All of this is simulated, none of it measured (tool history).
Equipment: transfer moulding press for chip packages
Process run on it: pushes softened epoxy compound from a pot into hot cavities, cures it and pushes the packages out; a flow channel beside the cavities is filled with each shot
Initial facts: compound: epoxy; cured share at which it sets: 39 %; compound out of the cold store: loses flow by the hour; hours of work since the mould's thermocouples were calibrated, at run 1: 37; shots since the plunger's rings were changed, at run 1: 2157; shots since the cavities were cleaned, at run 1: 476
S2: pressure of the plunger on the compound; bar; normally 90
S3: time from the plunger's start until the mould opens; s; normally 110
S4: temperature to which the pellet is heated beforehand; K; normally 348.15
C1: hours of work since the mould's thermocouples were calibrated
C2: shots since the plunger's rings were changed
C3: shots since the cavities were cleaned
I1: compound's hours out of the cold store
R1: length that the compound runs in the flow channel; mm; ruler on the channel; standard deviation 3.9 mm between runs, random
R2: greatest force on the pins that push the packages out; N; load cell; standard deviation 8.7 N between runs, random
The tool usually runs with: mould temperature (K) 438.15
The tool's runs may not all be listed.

Run 1, hour 0: usual settings; C1 37; C2 2157; C3 476; I1 19.8. Result: R1 1002 mm, R2 395 N.
At hour 21.4: cavities cleaned with cleaning compound and waxed.
Run 2, hour 21.9: usual settings but S4 340.15 K; C1 53; C2 2426; C3 6; I1 12. Result: R1 1014 mm, R2 385 N.
Run 3, hour 34.9: usual settings but S2 94.1 bar; C1 62; C2 2597; C3 177; I1 22.7. Result: R1 1005 mm, R2 390 N.
Run 4, hour 45.9: usual settings; C1 71; C2 2742; C3 322; I1 42. Result: R1 952 mm, R2 400 N.
Run 5, hour 66.8: usual settings; C1 86; C2 3016; C3 596; I1 46.4. Result: R1 937 mm, R2 380 N.
At hour 78.6: cavities cleaned with cleaning compound and waxed.
Run 6, hour 79.6: usual settings; C1 95; C2 3166; C3 14; I1 34.6. Result: R1 961 mm, R2 405 N.
Run 7, hour 90.4: usual settings; C1 103; C2 3307; C3 155; I1 17.6. Result: R1 1008 mm, R2 390 N.
Run 8, hour 105.7: usual settings; C1 115; C2 3509; C3 357; I1 19.5. Result: R1 997 mm, R2 372 N.
Run 9, hour 117.3: usual settings; C1 123; C2 3662; C3 510; I1 35.3. Result: R1 963 mm, R2 391 N.
Run 10, hour 126.9: usual settings; C1 130; C2 3787; C3 635; I1 18.5. Result: R1 998 mm, R2 387 N.
At hour 131.1: plunger's sealing rings changed.
At hour 137.2: cavities cleaned with cleaning compound and waxed.
Run 11, hour 145.4: usual settings; C1 141; C2 168; C3 108; I1 39.2. Result: R1 960 mm, R2 365 N.
Run 12, hour 164.3: usual settings; C1 155; C2 418; C3 358; I1 10.2. Result: R1 1022 mm, R2 413 N.
Run 13, hour 182: usual settings; C1 169; C2 651; C3 591; I1 24.1. Result: R1 983 mm, R2 416 N.
At hour 193.7: cavities cleaned with cleaning compound and waxed.
Run 14, hour 203.4: usual settings; C1 184; C2 912; C3 128; I1 32.9. Result: R1 966 mm, R2 407 N.
Run 15, hour 223.4: usual settings but mould temperature (K) 431.15, S2 73.9 bar, S3 124 s, S4 351.15 K; C1 199; C2 1175; C3 391; I1 23.1. Result: R1 916 mm, R2 460 N.
Run 16, hour 232.1: usual settings but S2 91.8 bar, S4 344.15 K; C1 205; C2 1290; C3 506; I1 15.4. Result: R1 1013 mm, R2 392 N.
Run 17, hour 246.2: usual settings but S3 141 s, S4 342.15 K; C1 216; C2 1476; C3 692; I1 22.7. Result: R1 987 mm, R2 360 N.
At hour 250.2: cavities cleaned with cleaning compound and waxed.
Run 18, hour 268.2: usual settings but mould temperature (K) 432.15, S2 99.9 bar, S3 111 s, S4 345.15 K; C1 231; C2 1746; C3 237; I1 28.3. Result: R1 1047 mm, R2 499 N.
Run 19, hour 283.6: usual settings but S2 72.2 bar, S3 97 s, S4 357.15 K; C1 243; C2 1949; C3 440; I1 35.2. Result: R1 861 mm, R2 423 N.
Run 20, hour 297.5: usual settings but S2 72.2 bar, S3 97 s, S4 357.15 K; C1 253; C2 2131; C3 622; I1 23.4. Result: R1 886 mm, R2 441 N.
At hour 306.6: cavities cleaned with cleaning compound and waxed.
Run 21, hour 308.1: usual settings but S2 76 bar, S3 97 s, S4 357.15 K; C1 260; C2 2251; C3 19; I1 30.5. Result: R1 896 mm, R2 435 N.
Run 22, hour 329.4: usual settings but mould temperature (K) 432.15, S2 105.3 bar, S3 146 s, S4 354.15 K; C1 276; C2 2531; C3 299; I1 12. Result: R1 1121 mm, R2 379 N.
Run 23, hour 349.3: usual settings but mould temperature (K) 432.15, S2 105.3 bar, S3 146 s, S4 354.15 K; C1 291; C2 2793; C3 561; I1 30.2. Result: R1 1079 mm, R2 392 N.
At hour 363.3: cavities cleaned with cleaning compound and waxed.
Run 24, hour 371.3: usual settings but mould temperature (K) 441.15, S2 105.3 bar, S3 146 s, S4 357.15 K; C1 306; C2 3063; C3 105; I1 33.6. Result: R1 1032 mm, R2 344 N.
Run 25, hour 381.2: usual settings but mould temperature (K) 441.15, S2 105.3 bar, S3 146 s, S4 357.15 K; C1 314; C2 3193; C3 235; I1 15.9. Result: R1 1071 mm, R2 370 N.
Run 26, hour 396.4: usual settings but mould temperature (K) 434.15, S2 93.5 bar, S3 144 s; C1 325; C2 3393; C3 435; I1 38. Result: R1 992 mm, R2 374 N.
Run 27, hour 405: usual settings but mould temperature (K) 436.15, S3 91 s, S4 357.15 K; C1 332; C2 3507; C3 549; I1 8.4. Result: R1 1032 mm, R2 564 N.
At hour 419.9: cavities cleaned with cleaning compound and waxed.
Run 28, hour 420: usual settings but mould temperature (K) 436.15, S3 91 s, S4 357.15 K; C1 342; C2 3684; C3 1; I1 15.6. Result: R1 1009 mm, R2 534 N.

Predict each of these 4 candidate next runs independently; none follows another, all start after run 28:
At hour 431.9: plunger's sealing rings changed.
Run A, hour 439.6: usual settings but mould temperature (K) 436.15, S2 96.2 bar, S3 123 s, S4 343.15 K; C1 355; C2 101; C3 226; I1 35.3. Result: R1 ?, R2 ?.
At hour 431.9: plunger's sealing rings changed.
Run B, hour 439.6: usual settings but S2 68.4 bar; C1 355; C2 101; C3 226; I1 22.1. Result: R1 ?, R2 ?.
At hour 431.9: plunger's sealing rings changed.
Run C, hour 439.6: usual settings but S4 343.15 K; C1 355; C2 101; C3 226; I1 41.7. Result: R1 ?, R2 ?.
At hour 431.9: plunger's sealing rings changed.
Run D, hour 439.6: usual settings but mould temperature (K) 436.15, S2 68.1 bar, S3 120 s, S4 357.15 K; C1 355; C2 101; C3 226; I1 10.1. Result: R1 ?, R2 ?.

run   R1   R2
  A  995  389
  B  859  386
  C  949  390
  D  892  383
What these runs would have given with no unlogged condition in the tool:
run   R1   R2
  A  995  385
  B  859  381
  C  949  386
  D  892  379

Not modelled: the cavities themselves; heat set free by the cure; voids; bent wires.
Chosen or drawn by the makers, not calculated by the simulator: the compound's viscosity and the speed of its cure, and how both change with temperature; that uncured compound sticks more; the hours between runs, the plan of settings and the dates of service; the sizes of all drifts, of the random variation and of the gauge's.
